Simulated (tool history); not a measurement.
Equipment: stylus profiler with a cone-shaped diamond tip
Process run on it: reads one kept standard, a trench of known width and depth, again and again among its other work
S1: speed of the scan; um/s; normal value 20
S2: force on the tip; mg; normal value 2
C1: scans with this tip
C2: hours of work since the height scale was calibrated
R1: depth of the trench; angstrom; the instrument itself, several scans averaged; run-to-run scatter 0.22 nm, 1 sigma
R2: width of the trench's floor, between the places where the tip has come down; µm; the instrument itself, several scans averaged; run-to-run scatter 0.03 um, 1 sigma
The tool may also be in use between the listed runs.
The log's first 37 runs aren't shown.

run	hour	S1	S2	C1	C2	R1	R2
38	1851.9	36	0.77	34690	1198	10031.3	15.63
39	1898.7	18	1.68	35071	1230	10050	15.83
40	1936.2	18	1.68	35375	1255	10053.8	15.91
41	1971.8	18	1.68	35664	1279	10051	15.92
42	2003.9	18	0.79	35926	1300	10032.3	15.85
43	2040	18	0.79	36220	1325	10033.4	15.83
44	2089.3	20	1.61	36621	1358	10053	15.87
45	2149.8	20	1.61	37112	1398	10053.7	15.83

Each row is a separate what-if for the run after 45, all from the same tool condition, not one after another. Results?
# hour 2187.6: new tip fitted, height scale calibrated
A	2214	31	3.15	215	18	?	?
# hour 2187.6: new tip fitted, height scale calibrated
B	2214	5	2	215	18	?	?
# hour 2187.6: new tip fitted, height scale calibrated
C	2214	18	0.69	215	18	?	?

run	R1	R2
A	10081.4	15.83
B	10059	15.98
C	10028.4	15.8
Without the tool's unlogged condition, the same runs would have read:
run	R1	R2
A	10081.4	15.83
B	10059	15.98
C	10028.4	15.8
